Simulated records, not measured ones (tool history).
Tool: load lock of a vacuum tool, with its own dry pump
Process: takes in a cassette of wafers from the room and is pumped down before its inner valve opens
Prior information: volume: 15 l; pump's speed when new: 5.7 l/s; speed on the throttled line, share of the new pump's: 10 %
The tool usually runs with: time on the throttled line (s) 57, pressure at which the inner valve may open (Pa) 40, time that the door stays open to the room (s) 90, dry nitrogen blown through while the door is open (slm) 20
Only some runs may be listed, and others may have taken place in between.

run,day,time on the throttled line (s),pressure at which the inner valve may open (Pa),time that the door stays open to the room (s),dry nitrogen blown through while the door is open (slm),"incoming humidity of the room's air, %",time from the closed door until the inner valve may open (s),rise of the pressure with all valves shut (Pa/min)
1,0,57,40,90,20,47.4,73.41,0.065
2,7.996,57,40,90,20,44.7,73.5,0.053
3,12.117,57,40,90,20,44.1,73.66,0.058
4,15.554,80,40,90,20,44.3,94.2,0.058
5,22.412,80,40,90,20,47.1,94.27,0.066
6,30.292,57,33,90,20,46.7,74.3,0.066
7,34.858,57,33,90,20,46,74.28,0.062
8,42.175,57,33,90,20,44.2,74.12,0.067
9,47.446,57,39,90,20,45.6,73.89,0.067
10,52.654,57,39,90,20,45.3,73.7,0.072
11,59.454,57,39,164,20,46.8,73.91,0.08
12,63.933,57,40,90,11,43.4,73.81,0.083
13,68.346,57,40,90,20,46.2,73.79,0.078
14,72.554,57,40,90,20,47.4,73.73,0.084
15,79.925,57,40,90,20,44.9,73.75,0.082
16,87.712,68,40,90,20,42.9,83.77,0.085
17,91.208,68,40,90,20,45.8,83.79,0.086
18,95.65,68,40,90,20,44.2,83.49,0.092
19,102.396,68,40,90,20,42.8,83.81,0.09
20,108.988,58,74,90,20,45.4,73.22,0.099
21,112.696,58,51,106,10,44.2,74.1,0.109
22,117.546,61,49,131,14,44.7,76.82,0.112
23,123.092,107,40,64,20,45.2,118.52,0.097
24,129.367,57,62,90,20,46.3,72.74,0.1
25,135.288,57,62,90,20,42.8,72.89,0.11
26,142.525,57,52,130,7,42.7,73.37,0.127
27,149.925,34,52,130,38,45.7,52.85,0.105
28,153.842,34,38,36,17,47.1,53.92,0.113
29,157.225,112,40,34,20,43.1,123.44,0.102
30,161.238,35,74,90,20,46,52.74,0.117
31,165.396,61,32,100,43,46.3,78.44,0.107
32,172.704,30,54,106,6,43.5,49.46,0.14
33,179.583,30,54,106,6,46.3,49.33,0.146
34,187.729,30,54,106,6,45.5,47.03,0.154
35,191.554,93,40,90,19,43.8,104.67,0.135
36,197.825,93,40,90,19,44.8,104.96,0.137
37,204.896,93,40,90,19,44.1,104.85,0.137
38,212.725,93,40,90,19,42.5,104.78,0.14

Withheld: 1 entry from between the runs. Position of each, and hidden state at the listed run before versus the listed run after:
From run 33 to run 34: dry pump taken out, an overhauled one fitted (day 181.433)
  pump's speed, % of a new pump's: 87.2 -> 99.6; leak at the door's seal, Pa l/s: 0.0235 -> 0.0245
  measured value less the no-hidden-state value, time from the closed door until the inner valve may open (s): +2.49 -> +0.07; rise of the pressure with all valves shut (Pa/min): +0.086 -> +0.091

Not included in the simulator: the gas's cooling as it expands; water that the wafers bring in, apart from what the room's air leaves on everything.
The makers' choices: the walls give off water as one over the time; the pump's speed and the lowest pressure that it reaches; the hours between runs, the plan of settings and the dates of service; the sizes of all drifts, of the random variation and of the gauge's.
